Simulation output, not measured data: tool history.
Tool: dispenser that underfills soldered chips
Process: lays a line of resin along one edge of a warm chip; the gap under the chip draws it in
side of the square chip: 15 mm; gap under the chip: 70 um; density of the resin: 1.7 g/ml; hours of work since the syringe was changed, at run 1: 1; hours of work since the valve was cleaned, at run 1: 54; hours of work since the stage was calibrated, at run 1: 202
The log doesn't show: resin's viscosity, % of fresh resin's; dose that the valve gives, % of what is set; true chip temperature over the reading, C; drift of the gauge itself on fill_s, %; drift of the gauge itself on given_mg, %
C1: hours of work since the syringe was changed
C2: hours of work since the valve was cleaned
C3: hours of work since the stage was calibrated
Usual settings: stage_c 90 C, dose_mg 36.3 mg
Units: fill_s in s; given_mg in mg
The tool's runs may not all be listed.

Run 1, day 0: usual settings; C1 1; C2 54; C3 202. Result: fill_s 68 s, given_mg 35.58 mg.
Run 2, day 0.275: usual settings but stage_c 102 C; C1 6; C2 59; C3 206. Result: fill_s 55.1 s, given_mg 35.41 mg.
At day 0.396: dispensing valve cleaned and set on the balance.
At day 0.588: new syringe of resin.
Run 3, day 0.662: usual settings but stage_c 102 C; C1 1; C2 4; C3 212. Result: fill_s 38.2 s, given_mg 36.12 mg.
Run 4, day 0.846: usual settings but stage_c 102 C; C1 4; C2 7; C3 215. Result: fill_s 48.9 s, given_mg 36.07 mg.
Run 5, day 1.142: usual settings but stage_c 102 C; C1 9; C2 12; C3 220. Result: fill_s 69.7 s, given_mg 36.1 mg.
At day 1.233: new syringe of resin.
Run 6, day 1.375: usual settings but stage_c 102 C; C1 2; C2 16; C3 223. Result: fill_s 42 s, given_mg 35.99 mg.
Run 7, day 1.625: usual settings but stage_c 102 C, dose_mg 31 mg; C1 6; C2 20; C3 227. Result: fill_s 58.8 s, given_mg 30.68 mg.
Run 8, day 1.796: usual settings but stage_c 77 C, dose_mg 35.7 mg; C1 9; C2 23; C3 230. Result: fill_s 220.8 s, given_mg 35.27 mg.
At day 1.862: new syringe of resin.
Run 9, day 2.117: usual settings but stage_c 92 C; C1 4; C2 28; C3 235. Result: fill_s 75.3 s, given_mg 35.86 mg.
Run 10, day 2.362: usual settings but stage_c 82 C, dose_mg 44.2 mg; C1 8; C2 32; C3 239. Result: fill_s 156.7 s, given_mg 43.59 mg.
At day 2.508: new syringe of resin.
Run 11, day 2.646: usual settings but dose_mg 34.5 mg; C1 2; C2 36; C3 244. Result: fill_s 73.9 s, given_mg 33.96 mg.

Some steps in fill_s between neighbouring runs. How much of each would the tool show without its hidden state too (settings, what came in, random variation), and how much is left for the hidden state, with any gauge scatter that isn't in both results?
Run 7 -> 8: stage_c 102 -> 77, dose_mg 31 -> 35.7. fill_s +162 s: hidden state +90.4, all else +71.6.
